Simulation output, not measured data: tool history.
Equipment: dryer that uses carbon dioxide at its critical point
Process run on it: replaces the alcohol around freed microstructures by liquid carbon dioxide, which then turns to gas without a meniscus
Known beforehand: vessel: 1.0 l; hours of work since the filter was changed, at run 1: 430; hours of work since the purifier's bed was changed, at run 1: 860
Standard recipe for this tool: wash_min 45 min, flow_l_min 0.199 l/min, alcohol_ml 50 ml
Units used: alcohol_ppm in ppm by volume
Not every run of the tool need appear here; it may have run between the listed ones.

run,hour,wash_min,flow_l_min,alcohol_ml,hours of work since the filter was changed,hours of work since the purifier's bed was changed,alcohol_ppm
1,0.0,45,0.199,50,430,860,211
2,55.5,45,0.199,50,472,902,236
3,92.6,45,0.199,50,501,930,237
# hour 124.5: inlet filter changed
4,135.6,32,0.199,50,8,962,411
5,175.8,32,0.199,50,39,992,444
6,222.1,32,0.199,50,74,1027,456
7,281.2,32,0.199,50,119,1072,481
8,319.2,54,0.199,50,147,1100,149
9,346.8,54,0.199,50,168,1121,151
10,377.9,45,0.257,50,192,1145,142
11,407.3,45,0.199,30,214,1167,177
# hour 455.7: purifier's bed changed
12,468.2,45,0.199,50,258,9,64
13,530.5,45,0.199,50,305,57,90
14,582.2,45,0.199,50,344,96,97
15,642.0,45,0.126,50,389,141,985
16,694.2,51,0.126,50,429,180,647

What does the tool deliver on the next run?
17,749.5,51,0.322,30,471,222,?

Run 17 gave alcohol_ppm 22 ppm by volume.
Were there no unlogged condition in the tool, this run, its random variation unchanged, would have produced alcohol_ppm 0 ppm by volume.

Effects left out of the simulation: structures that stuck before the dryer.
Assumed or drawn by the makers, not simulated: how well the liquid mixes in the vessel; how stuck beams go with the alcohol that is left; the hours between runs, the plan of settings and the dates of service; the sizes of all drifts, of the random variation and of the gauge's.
